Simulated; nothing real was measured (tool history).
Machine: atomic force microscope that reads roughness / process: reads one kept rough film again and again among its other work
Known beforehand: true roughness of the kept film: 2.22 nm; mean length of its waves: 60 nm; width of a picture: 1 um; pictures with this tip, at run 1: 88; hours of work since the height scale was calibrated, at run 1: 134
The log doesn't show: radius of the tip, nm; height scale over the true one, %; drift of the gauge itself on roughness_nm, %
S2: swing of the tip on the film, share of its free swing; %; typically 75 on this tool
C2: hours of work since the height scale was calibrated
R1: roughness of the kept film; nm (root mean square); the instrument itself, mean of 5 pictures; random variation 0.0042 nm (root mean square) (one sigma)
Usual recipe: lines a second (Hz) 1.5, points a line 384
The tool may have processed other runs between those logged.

run 1 day=0 | lines_a_second_(Hz)=1.5 S2=75 points_a_line=384 | pictures_with_this_tip=88 C2=134 | R1=1.925
run 2 day=0.425 | lines_a_second_(Hz)=1.5 S2=75 points_a_line=384 | pictures_with_this_tip=103 C2=139 | R1=1.915
run 3 day=0.712 | lines_a_second_(Hz)=1.5 S2=75 points_a_line=384 | pictures_with_this_tip=113 C2=142 | R1=1.914
run 4 day=1.192 | lines_a_second_(Hz)=1.5 S2=75 points_a_line=384 | pictures_with_this_tip=130 C2=147 | R1=1.915
run 5 day=1.538 | lines_a_second_(Hz)=1.5 S2=75 points_a_line=384 | pictures_with_this_tip=142 C2=150 | R1=1.904
run 6 day=1.867 | lines_a_second_(Hz)=1.5 S2=64 points_a_line=384 | pictures_with_this_tip=153 C2=153 | R1=2.011
run 7 day=2.308 | lines_a_second_(Hz)=1.5 S2=64 points_a_line=384 | pictures_with_this_tip=168 C2=158 | R1=2.004
run 8 day=2.708 | lines_a_second_(Hz)=1.5 S2=75 points_a_line=384 | pictures_with_this_tip=182 C2=162 | R1=1.908
run 9 day=3.208 | lines_a_second_(Hz)=1.5 S2=75 points_a_line=384 | pictures_with_this_tip=200 C2=167 | R1=1.896
run 10 day=3.688 | lines_a_second_(Hz)=1.5 S2=80 points_a_line=384 | pictures_with_this_tip=216 C2=172 | R1=1.831
run 11 day=3.975 | lines_a_second_(Hz)=1.5 S2=75 points_a_line=340 | pictures_with_this_tip=226 C2=174 | R1=1.885
-- day=4.067 height scale calibrated on a step standard
run 12 day=4.567 | lines_a_second_(Hz)=1.5 S2=75 points_a_line=340 | pictures_with_this_tip=245 C2=5 | R1=1.882
run 13 day=4.888 | lines_a_second_(Hz)=1.5 S2=75 points_a_line=340 | pictures_with_this_tip=256 C2=8 | R1=1.888
run 14 day=5.221 | lines_a_second_(Hz)=1.3 S2=75 points_a_line=291 | pictures_with_this_tip=268 C2=12 | R1=1.904
-- day=5.458 new tip fitted
-- day=5.55 height scale calibrated on a step standard, once more
run 15 day=5.608 | lines_a_second_(Hz)=1.47 S2=57 points_a_line=398 | pictures_with_this_tip=3 C2=1 | R1=2.078
run 16 day=5.858 | lines_a_second_(Hz)=1.5 S2=85 points_a_line=712 | pictures_with_this_tip=12 C2=3 | R1=1.809
run 17 day=6.183 | lines_a_second_(Hz)=1.5 S2=57 points_a_line=712 | pictures_with_this_tip=23 C2=6 | R1=2.08
run 18 day=6.546 | lines_a_second_(Hz)=1.5 S2=57 points_a_line=921 | pictures_with_this_tip=36 C2=10 | R1=2.073
run 19 day=7.038 | lines_a_second_(Hz)=1.5 S2=57 points_a_line=921 | pictures_with_this_tip=53 C2=15 | R1=2.072
run 20 day=7.292 | lines_a_second_(Hz)=1.5 S2=57 points_a_line=921 | pictures_with_this_tip=62 C2=18 | R1=2.059
run 21 day=7.6 | lines_a_second_(Hz)=1.94 S2=57 points_a_line=966 | pictures_with_this_tip=72 C2=21 | R1=2.045
run 22 day=8.183 | lines_a_second_(Hz)=0.54 S2=60 points_a_line=365 | pictures_with_this_tip=93 C2=26 | R1=2.103
run 23 day=8.525 | lines_a_second_(Hz)=3.25 S2=90 points_a_line=806 | pictures_with_this_tip=104 C2=30 | R1=1.398
run 24 day=8.962 | lines_a_second_(Hz)=0.65 S2=75 points_a_line=406 | pictures_with_this_tip=120 C2=34 | R1=2.039
run 25 day=9.379 | lines_a_second_(Hz)=0.65 S2=75 points_a_line=406 | pictures_with_this_tip=134 C2=39 | R1=2.034

For each run, the measured value with the value that run would have given without the tool's hidden condition subtracted. The run-to-run variation is shared by both, the gauge scatter possibly not:
run=1 R1=-0.016
run=2 R1=-0.02
run=3 R1=-0.022
run=4 R1=-0.025
run=5 R1=-0.028
run=6 R1=-0.032
run=7 R1=-0.035
run=8 R1=-0.036
run=9 R1=-0.041
run=10 R1=-0.042
run=11 R1=-0.045
run=12 R1=-0.047
run=13 R1=-0.05
run=14 R1=-0.052
run=15 R1=+0
run=16 R1=-0.001
run=17 R1=-0.004
run=18 R1=-0.007
run=19 R1=-0.011
run=20 R1=-0.012
run=21 R1=-0.015
run=22 R1=-0.02
run=23 R1=-0.014
run=24 R1=-0.026
run=25 R1=-0.028
